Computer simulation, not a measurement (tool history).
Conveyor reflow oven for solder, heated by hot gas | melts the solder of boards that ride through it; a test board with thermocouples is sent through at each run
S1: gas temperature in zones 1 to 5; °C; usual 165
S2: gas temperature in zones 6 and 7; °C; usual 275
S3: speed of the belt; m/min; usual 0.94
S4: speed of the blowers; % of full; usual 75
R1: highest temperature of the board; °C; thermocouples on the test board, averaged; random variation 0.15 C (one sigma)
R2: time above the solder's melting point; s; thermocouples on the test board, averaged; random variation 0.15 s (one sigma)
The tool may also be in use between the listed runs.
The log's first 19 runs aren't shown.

run,hour,S1,S2,S3,S4,R1,R2
20,1193.6,157,275,1.1,75,242.1,20.5
21,1265,157,288,1.1,86,255.1,26.2
# hour 1281.9: flux residue cleaned out of gas plates and filters
22,1323.5,157,288,1.1,72,252.1,25
23,1415.3,157,288,1.1,72,251.7,24.9
24,1492.9,157,267,0.844,72,246.7,31
25,1584.4,177,268,0.812,90,255.2,41.8
26,1635.5,165,276,0.94,75,252.1,31.5
# hour 1677.8: flux residue cleaned out of gas plates and filters
27,1718.1,165,275,1.109,63,240.8,20.5
28,1808.3,165,274,0.94,59,246.4,28
29,1866.2,165,274,0.94,59,246.2,27.9
30,1943.4,165,274,0.94,59,246.1,28
31,1995.8,165,275,0.962,80,251.8,30.5

Forecast each of these 3 alternatives for the next run:
A,2057.6,152,275,1.101,61,?,?
B,2057.6,165,264,0.926,66,?,?
C,2057.6,165,277,0.962,80,?,?

run,R1,R2
A,236,16
B,240.4,25.5
C,253.2,31.2
Without the tool's hidden state the same runs would have given:
run,R1,R2
A,236.4,15.9
B,240.9,25.2
C,253.8,30.8

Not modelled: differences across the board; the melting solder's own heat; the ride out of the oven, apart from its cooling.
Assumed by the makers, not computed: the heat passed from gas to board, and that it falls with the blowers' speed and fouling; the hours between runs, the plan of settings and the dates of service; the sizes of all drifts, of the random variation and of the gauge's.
